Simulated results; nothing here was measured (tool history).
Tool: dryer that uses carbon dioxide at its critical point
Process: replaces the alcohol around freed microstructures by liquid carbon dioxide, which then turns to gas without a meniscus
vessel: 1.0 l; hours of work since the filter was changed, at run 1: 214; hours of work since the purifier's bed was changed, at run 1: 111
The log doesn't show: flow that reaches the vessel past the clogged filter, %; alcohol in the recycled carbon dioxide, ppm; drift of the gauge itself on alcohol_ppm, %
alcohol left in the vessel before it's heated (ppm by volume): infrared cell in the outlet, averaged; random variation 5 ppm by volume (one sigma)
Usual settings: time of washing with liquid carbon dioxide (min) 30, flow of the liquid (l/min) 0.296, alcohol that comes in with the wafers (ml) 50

run,hour,time of washing with liquid carbon dioxide (min),flow of the liquid (l/min),alcohol that comes in with the wafers (ml),hours of work since the filter was changed,hours of work since the purifier's bed was changed,alcohol left in the vessel before it's heated (ppm by volume)
1,0.0,30,0.296,50,214,111,72
2,10.3,30,0.296,50,220,117,63
3,18.1,30,0.443,50,224,121,34
4,27.2,30,0.296,50,230,127,77
5,37.3,30,0.296,50,236,133,75
6,47.0,30,0.455,50,241,138,33
7,54.9,30,0.181,50,246,143,772
# hour 60.4: inlet filter changed
8,68.8,30,0.341,50,5,151,43
9,76.2,30,0.341,50,9,155,42
10,85.3,30,0.341,50,15,161,44
11,96.4,30,0.341,50,21,167,38
12,101.9,30,0.341,50,25,170,42
13,108.1,30,0.341,50,28,174,44
14,117.2,30,0.341,50,34,179,49
15,126.8,21,0.296,50,39,185,270
16,136.3,21,0.296,50,45,191,267
17,147.7,21,0.296,50,52,197,278
18,159.7,30,0.180,50,59,205,513
19,172.7,30,0.213,50,66,212,250
20,184.4,30,0.213,50,73,219,255
21,196.7,30,0.213,50,81,226,267
22,209.1,30,0.213,50,88,234,279
23,214.7,30,0.213,50,91,237,268
24,224.4,30,0.213,50,97,243,282
25,235.3,30,0.213,50,103,249,280
26,244.0,46,0.347,119,109,254,48
27,249.4,46,0.347,119,112,258,51
28,259.8,30,0.347,50,118,264,64
29,269.0,30,0.347,50,123,269,63
30,281.8,37,0.296,50,131,277,54
31,289.5,37,0.296,50,136,281,69
32,301.9,43,0.425,105,143,289,62
33,310.5,43,0.425,86,148,294,68
34,316.7,19,0.244,69,152,297,1556
35,322.7,23,0.324,68,155,301,216
36,335.0,22,0.192,68,163,308,2248
37,347.1,30,0.475,50,170,315,69
38,352.6,30,0.475,105,173,319,58
39,359.7,35,0.264,67,177,323,104
40,366.3,18,0.384,50,181,327,252
41,378.3,18,0.382,50,188,334,277
42,384.6,33,0.447,50,192,338,70
43,390.2,33,0.447,50,195,341,75
44,397.9,30,0.430,32,200,345,66
45,408.2,21,0.407,21,206,352,92
46,420.2,21,0.407,21,213,359,102
47,428.0,21,0.374,67,218,363,212

Forecast each of these 4 alternatives for the next run:
A,437.3,44,0.266,50,223,369,?
B,437.3,23,0.312,42,223,369,?
C,437.3,30,0.500,41,223,369,?
D,437.3,41,0.374,67,223,369,?

run,alcohol left in the vessel before it's heated (ppm by volume)
A,76
B,228
C,74
D,73
Without the tool's hidden state the same runs would have given:
run,alcohol left in the vessel before it's heated (ppm by volume)
A,4
B,74
C,5
D,4

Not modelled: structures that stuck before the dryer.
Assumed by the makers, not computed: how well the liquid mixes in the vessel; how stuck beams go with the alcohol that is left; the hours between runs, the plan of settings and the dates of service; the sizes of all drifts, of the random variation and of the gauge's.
